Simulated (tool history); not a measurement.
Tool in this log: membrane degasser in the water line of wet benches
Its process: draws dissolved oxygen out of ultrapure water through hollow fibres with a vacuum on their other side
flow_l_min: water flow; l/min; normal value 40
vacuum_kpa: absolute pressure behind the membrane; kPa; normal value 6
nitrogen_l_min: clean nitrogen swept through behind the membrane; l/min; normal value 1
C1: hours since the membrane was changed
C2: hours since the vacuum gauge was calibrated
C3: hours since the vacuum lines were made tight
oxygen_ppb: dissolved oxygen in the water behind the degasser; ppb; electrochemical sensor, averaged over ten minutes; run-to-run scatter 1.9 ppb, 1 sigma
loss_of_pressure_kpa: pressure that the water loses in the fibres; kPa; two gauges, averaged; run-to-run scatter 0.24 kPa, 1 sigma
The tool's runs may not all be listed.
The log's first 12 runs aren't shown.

Run 13, day 22.679: usual settings; C1 611; C2 1535; C3 2534. Result: oxygen_ppb 245.8 ppb, loss_of_pressure_kpa 64.52 kPa.
Run 14, day 25.325: usual settings; C1 675; C2 1599; C3 2598. Result: oxygen_ppb 247.2 ppb, loss_of_pressure_kpa 64.79 kPa.
At day 25.492: vacuum gauge calibrated.
Run 15, day 26.712: usual settings; C1 707; C2 29; C3 2631. Result: oxygen_ppb 246.4 ppb, loss_of_pressure_kpa 65.29 kPa.
Run 16, day 29.342: usual settings; C1 771; C2 92; C3 2694. Result: oxygen_ppb 249.2 ppb, loss_of_pressure_kpa 64.81 kPa.
Run 17, day 30.912: usual settings but flow_l_min 32 l/min, vacuum_kpa 4.67 kPa, nitrogen_l_min 0.5 l/min; C1 808; C2 130; C3 2731. Result: oxygen_ppb 186.4 ppb, loss_of_pressure_kpa 51.99 kPa.
At day 31.188: vacuum gauge calibrated, once more.
Run 18, day 32.708: usual settings but flow_l_min 30 l/min, vacuum_kpa 4.67 kPa, nitrogen_l_min 1.19 l/min; C1 851; C2 37; C3 2774. Result: oxygen_ppb 84.2 ppb, loss_of_pressure_kpa 47.99 kPa.
Run 19, day 34.221: usual settings but flow_l_min 30 l/min, vacuum_kpa 8.48 kPa, nitrogen_l_min 1.19 l/min; C1 887; C2 73; C3 2810. Result: oxygen_ppb 285.2 ppb, loss_of_pressure_kpa 48.57 kPa.
Run 20, day 35.908: usual settings but vacuum_kpa 10.38 kPa, nitrogen_l_min 0.44 l/min; C1 928; C2 113; C3 2851. Result: oxygen_ppb 964.3 ppb, loss_of_pressure_kpa 64.84 kPa.
Run 21, day 37.996: usual settings but flow_l_min 38 l/min, vacuum_kpa 5.92 kPa, nitrogen_l_min 0.42 l/min; C1 978; C2 163; C3 2901. Result: oxygen_ppb 387.3 ppb, loss_of_pressure_kpa 61.78 kPa.
Run 22, day 40.667: usual settings but nitrogen_l_min 1.11 l/min; C1 1042; C2 228; C3 2965. Result: oxygen_ppb 216.3 ppb, loss_of_pressure_kpa 64.57 kPa.
Run 23, day 42.442: usual settings but flow_l_min 27 l/min, nitrogen_l_min 1.25 l/min; C1 1084; C2 270; C3 3008. Result: oxygen_ppb 134.3 ppb, loss_of_pressure_kpa 43.82 kPa.
Run 24, day 44.092: usual settings but flow_l_min 48 l/min, vacuum_kpa 13 kPa, nitrogen_l_min 1.25 l/min; C1 1124; C2 310; C3 3047. Result: oxygen_ppb 761.8 ppb, loss_of_pressure_kpa 78.25 kPa.
Run 25, day 46.917: usual settings but flow_l_min 49 l/min, vacuum_kpa 9.66 kPa, nitrogen_l_min 1.68 l/min; C1 1192; C2 378; C3 3115. Result: oxygen_ppb 431.5 ppb, loss_of_pressure_kpa 79.77 kPa.
Run 26, day 49.646: usual settings but vacuum_kpa 12.01 kPa; C1 1257; C2 443; C3 3181. Result: oxygen_ppb 667.1 ppb, loss_of_pressure_kpa 65.12 kPa.
Run 27, day 52.038: usual settings but flow_l_min 42 l/min, vacuum_kpa 11.98 kPa, nitrogen_l_min 1.39 l/min; C1 1315; C2 500; C3 3238. Result: oxygen_ppb 556.8 ppb, loss_of_pressure_kpa 68.2 kPa.
Run 28, day 54.188: usual settings but flow_l_min 54 l/min, nitrogen_l_min 1.03 l/min; C1 1366; C2 552; C3 3290. Result: oxygen_ppb 340.4 ppb, loss_of_pressure_kpa 88.36 kPa.
Run 29, day 55.621: usual settings but vacuum_kpa 12.02 kPa, nitrogen_l_min 2.33 l/min; C1 1401; C2 586; C3 3324. Result: oxygen_ppb 349.7 ppb, loss_of_pressure_kpa 65.17 kPa.
Run 30, day 56.942: usual settings but flow_l_min 38 l/min; C1 1432; C2 618; C3 3356. Result: oxygen_ppb 227 ppb, loss_of_pressure_kpa 61.69 kPa.
Run 31, day 59.629: usual settings but vacuum_kpa 3.63 kPa; C1 1497; C2 683; C3 3420. Result: oxygen_ppb 55.5 ppb, loss_of_pressure_kpa 64.89 kPa.

Consider 5 possible next runs. They are alternatives, not a sequence: every one starts from the tool as it was left by run 31. What does each give?
Run A, day 61.15: usual settings but flow_l_min 33 l/min, vacuum_kpa 8.84 kPa, nitrogen_l_min 0.4 l/min; C1 1533; C2 719; C3 3457. Result: oxygen_ppb ?, loss_of_pressure_kpa ?.
Run B, day 61.15: usual settings but vacuum_kpa 9.66 kPa; C1 1533; C2 719; C3 3457. Result: oxygen_ppb ?, loss_of_pressure_kpa ?.
Run C, day 61.15: usual settings but flow_l_min 41 l/min, vacuum_kpa 9.84 kPa, nitrogen_l_min 1.44 l/min; C1 1533; C2 719; C3 3457. Result: oxygen_ppb ?, loss_of_pressure_kpa ?.
Run D, day 61.15: usual settings but vacuum_kpa 4.34 kPa, nitrogen_l_min 1.46 l/min; C1 1533; C2 719; C3 3457. Result: oxygen_ppb ?, loss_of_pressure_kpa ?.
Run E, day 61.15: usual settings but flow_l_min 31 l/min, vacuum_kpa 4.66 kPa, nitrogen_l_min 1.44 l/min; C1 1533; C2 719; C3 3457. Result: oxygen_ppb ?, loss_of_pressure_kpa ?.

run  oxygen_ppb  loss_of_pressure_kpa
  A       719.8                 53.92
  B       509.2                 65.44
  C       409.4                 67.21
  D        86.6                 65.41
  E        75.2                 50.39
What these runs would have given with no unlogged condition in the tool:
run  oxygen_ppb  loss_of_pressure_kpa
  A       722.1                 53.19
  B         506                 64.55
  C       405.6                  66.3
  D        83.8                 64.53
  E        73.4                  49.7

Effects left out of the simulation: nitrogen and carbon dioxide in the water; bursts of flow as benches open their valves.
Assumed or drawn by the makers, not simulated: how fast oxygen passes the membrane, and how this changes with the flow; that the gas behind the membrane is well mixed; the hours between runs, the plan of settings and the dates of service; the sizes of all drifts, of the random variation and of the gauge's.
